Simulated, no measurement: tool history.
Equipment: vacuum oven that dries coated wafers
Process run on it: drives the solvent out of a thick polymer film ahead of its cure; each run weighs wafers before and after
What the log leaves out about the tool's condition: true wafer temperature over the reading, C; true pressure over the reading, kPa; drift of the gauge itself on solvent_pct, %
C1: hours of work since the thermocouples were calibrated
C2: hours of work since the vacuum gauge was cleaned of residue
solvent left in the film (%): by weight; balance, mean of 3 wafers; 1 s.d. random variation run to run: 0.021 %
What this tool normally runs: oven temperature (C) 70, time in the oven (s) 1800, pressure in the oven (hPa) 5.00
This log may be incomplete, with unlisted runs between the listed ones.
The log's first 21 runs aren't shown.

run 22 hour=226.3 | oven_temperature_(C)=70 time_in_the_oven_(s)=1800 pressure_in_the_oven_(hPa)=5.00 | C1=537 C2=520 | solvent_left_in_the_film_(%)=2.10
run 23 hour=234.1 | oven_temperature_(C)=70 time_in_the_oven_(s)=1140 pressure_in_the_oven_(hPa)=5.00 | C1=543 C2=526 | solvent_left_in_the_film_(%)=4.45
run 24 hour=242.1 | oven_temperature_(C)=65 time_in_the_oven_(s)=1140 pressure_in_the_oven_(hPa)=5.00 | C1=549 C2=532 | solvent_left_in_the_film_(%)=6.58
run 25 hour=256.3 | oven_temperature_(C)=72 time_in_the_oven_(s)=1140 pressure_in_the_oven_(hPa)=3.11 | C1=559 C2=542 | solvent_left_in_the_film_(%)=3.70
run 26 hour=270.7 | oven_temperature_(C)=72 time_in_the_oven_(s)=1140 pressure_in_the_oven_(hPa)=3.11 | C1=570 C2=553 | solvent_left_in_the_film_(%)=3.76
run 27 hour=285.2 | oven_temperature_(C)=72 time_in_the_oven_(s)=1440 pressure_in_the_oven_(hPa)=3.11 | C1=580 C2=563 | solvent_left_in_the_film_(%)=2.47
run 28 hour=298.1 | oven_temperature_(C)=72 time_in_the_oven_(s)=1440 pressure_in_the_oven_(hPa)=3.11 | C1=590 C2=572 | solvent_left_in_the_film_(%)=2.50
run 29 hour=306.9 | oven_temperature_(C)=60 time_in_the_oven_(s)=2100 pressure_in_the_oven_(hPa)=4.36 | C1=596 C2=579 | solvent_left_in_the_film_(%)=4.75
run 30 hour=321.1 | oven_temperature_(C)=65 time_in_the_oven_(s)=1620 pressure_in_the_oven_(hPa)=5.00 | C1=606 C2=589 | solvent_left_in_the_film_(%)=4.38
run 31 hour=331.8 | oven_temperature_(C)=59 time_in_the_oven_(s)=2880 pressure_in_the_oven_(hPa)=3.16 | C1=614 C2=597 | solvent_left_in_the_film_(%)=3.26
run 32 hour=344.6 | oven_temperature_(C)=76 time_in_the_oven_(s)=960 pressure_in_the_oven_(hPa)=7.53 | C1=623 C2=606 | solvent_left_in_the_film_(%)=3.36
run 33 hour=353.9 | oven_temperature_(C)=64 time_in_the_oven_(s)=1800 pressure_in_the_oven_(hPa)=3.86 | C1=630 C2=613 | solvent_left_in_the_film_(%)=4.09
run 34 hour=370.2 | oven_temperature_(C)=75 time_in_the_oven_(s)=1800 pressure_in_the_oven_(hPa)=4.13 | C1=642 C2=625 | solvent_left_in_the_film_(%)=0.93
run 35 hour=386.4 | oven_temperature_(C)=61 time_in_the_oven_(s)=1200 pressure_in_the_oven_(hPa)=2.75 | C1=654 C2=637 | solvent_left_in_the_film_(%)=7.92
run 36 hour=395.1 | oven_temperature_(C)=61 time_in_the_oven_(s)=1200 pressure_in_the_oven_(hPa)=2.75 | C1=660 C2=643 | solvent_left_in_the_film_(%)=7.91
run 37 hour=404.0 | oven_temperature_(C)=70 time_in_the_oven_(s)=2100 pressure_in_the_oven_(hPa)=2.57 | C1=667 C2=650 | solvent_left_in_the_film_(%)=1.41
run 38 hour=417.7 | oven_temperature_(C)=79 time_in_the_oven_(s)=2820 pressure_in_the_oven_(hPa)=11.00 | C1=677 C2=660 | solvent_left_in_the_film_(%)=0.28
run 39 hour=430.6 | oven_temperature_(C)=79 time_in_the_oven_(s)=1560 pressure_in_the_oven_(hPa)=5.35 | C1=686 C2=669 | solvent_left_in_the_film_(%)=0.78
run 40 hour=438.4 | oven_temperature_(C)=70 time_in_the_oven_(s)=1620 pressure_in_the_oven_(hPa)=5.00 | C1=692 C2=675 | solvent_left_in_the_film_(%)=2.58
run 41 hour=455.3 | oven_temperature_(C)=70 time_in_the_oven_(s)=1620 pressure_in_the_oven_(hPa)=5.00 | C1=704 C2=687 | solvent_left_in_the_film_(%)=2.59
run 42 hour=463.9 | oven_temperature_(C)=66 time_in_the_oven_(s)=1500 pressure_in_the_oven_(hPa)=16.20 | C1=710 C2=693 | solvent_left_in_the_film_(%)=4.76
run 43 hour=471.8 | oven_temperature_(C)=66 time_in_the_oven_(s)=1860 pressure_in_the_oven_(hPa)=3.33 | C1=716 C2=699 | solvent_left_in_the_film_(%)=3.12
run 44 hour=485.2 | oven_temperature_(C)=66 time_in_the_oven_(s)=1860 pressure_in_the_oven_(hPa)=3.33 | C1=726 C2=709 | solvent_left_in_the_film_(%)=3.12
run 45 hour=493.7 | oven_temperature_(C)=84 time_in_the_oven_(s)=1860 pressure_in_the_oven_(hPa)=3.33 | C1=732 C2=715 | solvent_left_in_the_film_(%)=0.15
run 46 hour=504.4 | oven_temperature_(C)=74 time_in_the_oven_(s)=1200 pressure_in_the_oven_(hPa)=5.00 | C1=740 C2=723 | solvent_left_in_the_film_(%)=2.80

5 options for the next run, each taken on its own from the tool as it stands now. Forecast them:
run A hour=517.2 | oven_temperature_(C)=70 time_in_the_oven_(s)=1320 pressure_in_the_oven_(hPa)=5.00 | C1=749 C2=732 | solvent_left_in_the_film_(%)=?
run B hour=517.2 | oven_temperature_(C)=74 time_in_the_oven_(s)=1260 pressure_in_the_oven_(hPa)=5.00 | C1=749 C2=732 | solvent_left_in_the_film_(%)=?
run C hour=517.2 | oven_temperature_(C)=70 time_in_the_oven_(s)=1200 pressure_in_the_oven_(hPa)=5.00 | C1=749 C2=732 | solvent_left_in_the_film_(%)=?
run D hour=517.2 | oven_temperature_(C)=66 time_in_the_oven_(s)=1920 pressure_in_the_oven_(hPa)=2.54 | C1=749 C2=732 | solvent_left_in_the_film_(%)=?
run E hour=517.2 | oven_temperature_(C)=74 time_in_the_oven_(s)=1380 pressure_in_the_oven_(hPa)=8.29 | C1=749 C2=732 | solvent_left_in_the_film_(%)=?

run=A solvent_left_in_the_film_(%)=3.69
run=B solvent_left_in_the_film_(%)=2.58
run=C solvent_left_in_the_film_(%)=4.19
run=D solvent_left_in_the_film_(%)=2.96
run=E solvent_left_in_the_film_(%)=2.23
Stripped of hidden state, with their random variation kept, the same runs would have yielded:
run=A solvent_left_in_the_film_(%)=3.69
run=B solvent_left_in_the_film_(%)=2.58
run=C solvent_left_in_the_film_(%)=4.19
run=D solvent_left_in_the_film_(%)=2.96
run=E solvent_left_in_the_film_(%)=2.23
